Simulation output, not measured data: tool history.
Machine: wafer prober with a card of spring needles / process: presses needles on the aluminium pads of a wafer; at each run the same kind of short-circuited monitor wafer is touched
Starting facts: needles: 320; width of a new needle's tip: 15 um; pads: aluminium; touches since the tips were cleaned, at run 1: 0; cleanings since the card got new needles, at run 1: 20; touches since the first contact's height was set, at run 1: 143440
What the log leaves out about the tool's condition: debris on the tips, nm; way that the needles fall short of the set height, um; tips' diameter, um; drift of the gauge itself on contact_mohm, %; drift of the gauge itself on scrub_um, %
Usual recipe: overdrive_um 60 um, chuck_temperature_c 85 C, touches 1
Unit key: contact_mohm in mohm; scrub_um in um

| run | hour | overdrive_um | chuck_temperature_c | touches | touches since the tips were cleaned | cleanings since the card got new needles | touches since the first contact's height was set | contact_mohm | scrub_um |
|---|---|---|---|---|---|---|---|---|---|
| 1 | 0 | 60 | 85 | 1 | 0 | 20 | 143440 | 272 | 13.03 |
|  | 16.6 | tips cleaned on abrasive film |
|  | 33 | tips cleaned on abrasive film |
| 2 | 41 | 60 | 85 | 1 | 3235 | 22 | 160031 | 276 | 13 |
|  | 50.8 | tips cleaned on abrasive film |
|  | 65.9 | tips cleaned on abrasive film |
|  | 82 | tips cleaned on abrasive film |
| 3 | 89.5 | 60 | 85 | 1 | 3085 | 25 | 179688 | 281 | 12.99 |
|  | 93.5 | height of the first contact set anew |
|  | 99.5 | tips cleaned on abrasive film |
|  | 117.2 | tips cleaned on abrasive film |
| 4 | 121.2 | 60 | 85 | 1 | 1608 | 27 | 11197 | 271 | 13.03 |
|  | 135.3 | tips cleaned on abrasive film |
| 5 | 147.9 | 60 | 85 | 1 | 5106 | 28 | 22019 | 277 | 12.98 |
|  | 151.6 | tips cleaned on abrasive film |
|  | 168.4 | tips cleaned on abrasive film |
| 6 | 179.6 | 60 | 85 | 1 | 4556 | 30 | 34855 | 276 | 13.03 |
|  | 185.9 | tips cleaned on abrasive film |
|  | 202.6 | tips cleaned on abrasive film |
| 7 | 202.8 | 60 | 85 | 1 | 85 | 32 | 44231 | 274 | 12.99 |
|  | 220.1 | tips cleaned on abrasive film |
|  | 235.8 | tips cleaned on abrasive film |
|  | 252.9 | tips cleaned on abrasive film |
| 8 | 256.8 | 60 | 85 | 1 | 1582 | 35 | 66087 | 276 | 13.13 |
|  | 271.2 | tips cleaned on abrasive film |
|  | 289.2 | tips cleaned on abrasive film |
| 9 | 299 | 60 | 85 | 1 | 4006 | 37 | 83181 | 276 | 13.08 |
|  | 306.4 | tips cleaned on abrasive film |
|  | 322.6 | tips cleaned on abrasive film |
|  | 339.3 | tips cleaned on abrasive film |
| 10 | 339.9 | 70 | 31 | 1 | 224 | 40 | 99690 | 258 | 15.27 |
|  | 355.9 | tips cleaned on abrasive film |
| 11 | 369.4 | 43 | 71 | 2 | 5509 | 41 | 111675 | 282 | 9.4 |

Pick out some run-to-run changes in scrub_um. Of each, how much would a tool without hidden state show as well, from the settings, what came in and chance, and how much is left for the hidden state and any gauge scatter not in both results compared?
Run 10 -> 11: overdrive_um 70 -> 43, chuck_temperature_c 31 -> 71, touches 1 -> 2, tips cleaned on abrasive film. scrub_um -5.87 um: hidden state -0.03, all else -5.84.

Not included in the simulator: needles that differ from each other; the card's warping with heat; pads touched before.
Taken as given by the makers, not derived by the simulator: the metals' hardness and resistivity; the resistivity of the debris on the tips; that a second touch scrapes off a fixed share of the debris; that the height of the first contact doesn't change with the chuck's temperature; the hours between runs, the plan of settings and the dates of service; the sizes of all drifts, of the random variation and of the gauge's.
